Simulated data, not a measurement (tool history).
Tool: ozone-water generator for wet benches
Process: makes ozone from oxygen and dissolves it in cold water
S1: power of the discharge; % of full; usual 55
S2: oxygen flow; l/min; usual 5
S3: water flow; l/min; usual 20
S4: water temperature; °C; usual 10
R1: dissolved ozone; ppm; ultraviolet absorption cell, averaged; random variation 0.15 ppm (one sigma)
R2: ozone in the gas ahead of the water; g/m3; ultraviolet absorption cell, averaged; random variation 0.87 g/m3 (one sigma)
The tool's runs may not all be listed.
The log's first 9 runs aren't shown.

run,hour,S1,S2,S3,S4,R1,R2
10,252.2,55,3.26,20,10,17,178.8
11,284.4,55,3.26,20,10,16.9,180.5
12,326,55,3.26,20,10,17,179.4
# hour 338.8: water thermometer calibrated
13,363.8,55,3.26,20,10,17.1,177.7
14,382.2,55,5,20,10,17.6,138
15,402.6,55,5,20,10,17.7,139.5
16,437.1,55,5,20,10,17.4,139.1
17,458,55,5,20,8,17.9,138.5
18,486.8,41,5,17,8,17.1,117.2
19,519.6,95,5,20,8,24.6,191.1
20,556.9,95,5,20,8,24.1,189.8
21,577.1,96,6.27,28,11,18.7,166.8
22,608.2,96,3.82,28,11,17.6,224
23,633.4,96,3.82,28,11,17.3,221.4
24,656.5,96,3.82,28,11,17.4,222.6
25,687.2,54,5,24,10,14.9,138.1
26,709.9,81,5,17,8,25.2,172.9
27,734.2,81,5,17,8,25,172.5
28,760.5,81,5,17,8,25.3,170.1
29,795.9,50,6.21,17,8,19,115
30,833.7,55,4.13,20,10,17.3,156.9
31,852.8,55,4.13,20,10,17.2,154.6
32,886.3,55,4.13,20,10,17.1,156.8
33,917.8,55,4.13,20,10,17.3,155

3 ways to go on from here, each from the tool as it stands after run 33. What would each give?
A,954,41,5,20,10,?,?
B,954,45,5,25,7,?,?
C,954,65,5.1,30,10,?,?

run,R1,R2
A,14.8,117.3
B,13.6,122.4
C,13.9,150.6
Without the tool's hidden state the same runs would have given:
run,R1,R2
A,15.8,119.6
B,14.6,125
C,15.1,154.6

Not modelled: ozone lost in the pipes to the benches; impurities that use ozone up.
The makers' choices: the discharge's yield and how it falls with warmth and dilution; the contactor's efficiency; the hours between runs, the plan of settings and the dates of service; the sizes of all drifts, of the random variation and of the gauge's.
